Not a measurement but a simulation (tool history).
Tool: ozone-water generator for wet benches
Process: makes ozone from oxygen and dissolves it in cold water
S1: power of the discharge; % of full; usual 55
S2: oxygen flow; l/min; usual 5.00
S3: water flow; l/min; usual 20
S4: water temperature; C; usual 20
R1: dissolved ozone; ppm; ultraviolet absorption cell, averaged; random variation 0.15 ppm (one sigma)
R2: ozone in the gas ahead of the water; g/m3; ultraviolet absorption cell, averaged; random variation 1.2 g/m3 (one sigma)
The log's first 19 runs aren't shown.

run 20 day=17.850 | S1=55 S2=7.06 S3=16 S4=26 | R1=15.3 R2=161.4
run 21 day=18.871 | S1=65 S2=3.26 S3=15 S4=15 | R1=25.7 R2=311.5
run 22 day=19.867 | S1=65 S2=3.26 S3=15 S4=15 | R1=25.6 R2=311.9
run 23 day=20.883 | S1=47 S2=3.26 S3=17 S4=15 | R1=18.0 R2=240.3
run 24 day=21.467 | S1=46 S2=3.26 S3=24 S4=15 | R1=12.8 R2=234.6
run 25 day=22.250 | S1=97 S2=5.00 S3=20 S4=20 | R1=25.3 R2=324.6
-- day=23.350 contactor cleaned, once more
run 26 day=23.442 | S1=97 S2=5.00 S3=20 S4=20 | R1=28.5 R2=322.6
run 27 day=24.617 | S1=46 S2=5.00 S3=27 S4=20 | R1=12.2 R2=176.6
run 28 day=25.825 | S1=83 S2=5.00 S3=20 S4=27 | R1=22.7 R2=283.4
run 29 day=26.575 | S1=70 S2=7.32 S3=14 S4=26 | R1=22.5 R2=189.0
run 30 day=27.500 | S1=70 S2=7.32 S3=14 S4=26 | R1=22.6 R2=187.9
run 31 day=28.571 | S1=70 S2=7.32 S3=14 S4=26 | R1=22.2 R2=189.1

3 ways to go on from here, each from the tool as it stands after run 31. What would each give?
run A day=29.629 | S1=48 S2=7.32 S3=13 S4=19 | R1=? R2=?
run B day=29.629 | S1=70 S2=7.32 S3=16 S4=12 | R1=? R2=?
run C day=29.629 | S1=55 S2=8.38 S3=18 S4=13 | R1=? R2=?

run=A R1=20.0 R2=140.8
run=B R1=27.3 R2=191.6
run=C R1=19.8 R2=142.2
Without the tool's hidden state the same runs would have given:
run=A R1=20.5 R2=143.7
run=B R1=28.2 R2=197.3
run=C R1=20.4 R2=145.5
